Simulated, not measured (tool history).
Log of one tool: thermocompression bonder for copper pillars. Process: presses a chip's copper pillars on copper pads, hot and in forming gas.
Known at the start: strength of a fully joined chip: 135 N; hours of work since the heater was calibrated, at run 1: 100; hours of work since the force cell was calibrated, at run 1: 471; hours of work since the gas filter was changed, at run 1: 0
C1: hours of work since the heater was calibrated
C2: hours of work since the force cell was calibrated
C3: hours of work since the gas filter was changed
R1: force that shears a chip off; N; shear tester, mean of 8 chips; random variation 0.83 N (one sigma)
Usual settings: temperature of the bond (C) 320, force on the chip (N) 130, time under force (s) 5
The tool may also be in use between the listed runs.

run 1 hour=0.0 | temperature_of_the_bond_(C)=320 force_on_the_chip_(N)=130 time_under_force_(s)=5 | C1=100 C2=471 C3=0 | R1=69.5
run 2 hour=42.7 | temperature_of_the_bond_(C)=320 force_on_the_chip_(N)=130 time_under_force_(s)=7 | C1=132 C2=503 C3=33 | R1=76.7
run 3 hour=95.7 | temperature_of_the_bond_(C)=320 force_on_the_chip_(N)=130 time_under_force_(s)=5 | C1=173 C2=543 C3=73 | R1=68.0
run 4 hour=153.1 | temperature_of_the_bond_(C)=320 force_on_the_chip_(N)=130 time_under_force_(s)=5 | C1=216 C2=587 C3=117 | R1=66.9
run 5 hour=184.6 | temperature_of_the_bond_(C)=320 force_on_the_chip_(N)=130 time_under_force_(s)=5 | C1=240 C2=611 C3=141 | R1=66.6
run 6 hour=232.5 | temperature_of_the_bond_(C)=320 force_on_the_chip_(N)=130 time_under_force_(s)=5 | C1=277 C2=648 C3=177 | R1=65.3
run 7 hour=271.9 | temperature_of_the_bond_(C)=320 force_on_the_chip_(N)=99 time_under_force_(s)=5 | C1=307 C2=678 C3=207 | R1=57.0
-- hour=278.8 forming gas filter changed
run 8 hour=319.1 | temperature_of_the_bond_(C)=320 force_on_the_chip_(N)=130 time_under_force_(s)=5 | C1=343 C2=713 C3=31 | R1=66.1
-- hour=351.4 force cell calibrated
run 9 hour=381.3 | temperature_of_the_bond_(C)=320 force_on_the_chip_(N)=130 time_under_force_(s)=5 | C1=389 C2=23 C3=77 | R1=63.4
run 10 hour=437.6 | temperature_of_the_bond_(C)=320 force_on_the_chip_(N)=127 time_under_force_(s)=5 | C1=432 C2=66 C3=120 | R1=62.7
run 11 hour=497.9 | temperature_of_the_bond_(C)=344 force_on_the_chip_(N)=180 time_under_force_(s)=5 | C1=478 C2=112 C3=166 | R1=91.1
run 12 hour=535.7 | temperature_of_the_bond_(C)=343 force_on_the_chip_(N)=151 time_under_force_(s)=11 | C1=507 C2=140 C3=195 | R1=103.6
-- hour=540.9 heater calibrated with a thermocouple chip
-- hour=560.7 forming gas filter changed
run 13 hour=594.2 | temperature_of_the_bond_(C)=327 force_on_the_chip_(N)=130 time_under_force_(s)=8 | C1=40 C2=183 C3=25 | R1=77.7
run 14 hour=661.0 | temperature_of_the_bond_(C)=320 force_on_the_chip_(N)=114 time_under_force_(s)=5 | C1=91 C2=234 C3=76 | R1=56.3
run 15 hour=691.5 | temperature_of_the_bond_(C)=291 force_on_the_chip_(N)=151 time_under_force_(s)=13 | C1=114 C2=257 C3=100 | R1=60.9
run 16 hour=735.6 | temperature_of_the_bond_(C)=291 force_on_the_chip_(N)=151 time_under_force_(s)=5 | C1=148 C2=291 C3=133 | R1=41.4
run 17 hour=770.5 | temperature_of_the_bond_(C)=316 force_on_the_chip_(N)=83 time_under_force_(s)=5 | C1=175 C2=318 C3=160 | R1=44.3

4 ways to go on from here, each from the tool as it stands after run 17. What would each give?
run A hour=801.1 | temperature_of_the_bond_(C)=338 force_on_the_chip_(N)=133 time_under_force_(s)=5 | C1=198 C2=341 C3=183 | R1=?
run B hour=801.1 | temperature_of_the_bond_(C)=346 force_on_the_chip_(N)=113 time_under_force_(s)=6 | C1=198 C2=341 C3=183 | R1=?
run C hour=801.1 | temperature_of_the_bond_(C)=316 force_on_the_chip_(N)=83 time_under_force_(s)=10 | C1=198 C2=341 C3=183 | R1=?
run D hour=801.1 | temperature_of_the_bond_(C)=316 force_on_the_chip_(N)=89 time_under_force_(s)=3 | C1=198 C2=341 C3=183 | R1=?

run=A R1=74.3
run=B R1=79.4
run=C R1=58.9
run=D R1=37.7
Without the tool's hidden state the same runs would have given:
run=A R1=84.6
run=B R1=89.6
run=C R1=69.0
run=D R1=44.9
